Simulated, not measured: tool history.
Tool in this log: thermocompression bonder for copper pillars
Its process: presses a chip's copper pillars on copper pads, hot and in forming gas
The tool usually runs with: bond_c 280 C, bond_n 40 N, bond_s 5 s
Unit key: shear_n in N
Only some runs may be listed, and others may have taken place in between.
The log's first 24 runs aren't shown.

Run 25, hour 178: usual settings but bond_c 267 C, bond_n 31 N. Result: shear_n 20.3 N.
Run 26, hour 188.5: usual settings but bond_c 255 C, bond_n 25 N, bond_s 3 s. Result: shear_n 10.9 N.
Run 27, hour 199.1: usual settings but bond_c 289 C, bond_n 55 N, bond_s 3 s. Result: shear_n 34.5 N.
Run 28, hour 208: usual settings but bond_c 290 C, bond_n 32 N, bond_s 12 s. Result: shear_n 38.5 N.
Run 29, hour 212.6: usual settings but bond_c 290 C, bond_n 32 N, bond_s 12 s. Result: shear_n 38.4 N.
Run 30, hour 219.8: usual settings but bond_c 290 C, bond_n 32 N, bond_s 12 s. Result: shear_n 37.9 N.
Run 31, hour 227.6: usual settings but bond_c 290 C, bond_n 43 N, bond_s 12 s. Result: shear_n 46.4 N.
Run 32, hour 237.6: usual settings but bond_c 290 C, bond_n 43 N, bond_s 12 s. Result: shear_n 46.8 N.
Run 33, hour 244.6: usual settings but bond_n 38 N, bond_s 6 s. Result: shear_n 30 N.
Run 34, hour 253.6: usual settings but bond_c 300 C, bond_n 57 N, bond_s 7 s. Result: shear_n 49.5 N.

Below are 4 alternative next runs, each starting from the tool's condition after run 34. Predict each:
Run A, hour 260.6: usual settings but bond_c 283 C, bond_n 57 N, bond_s 7 s. Result: shear_n ?.
Run B, hour 260.6: usual settings but bond_c 264 C, bond_n 29 N, bond_s 9 s. Result: shear_n ?.
Run C, hour 260.6: usual settings but bond_c 252 C, bond_n 56 N, bond_s 11 s. Result: shear_n ?.
Run D, hour 260.6: usual settings but bond_c 256 C, bond_n 35 N. Result: shear_n ?.

run  shear_n
  A     43.7
  B     23.2
  C     36.2
  D     18.8
Take away the tool's hidden state, keep each run's random variation, and the runs would have read:
run  shear_n
  A       47
  B       25
  C     38.8
  D     20.3
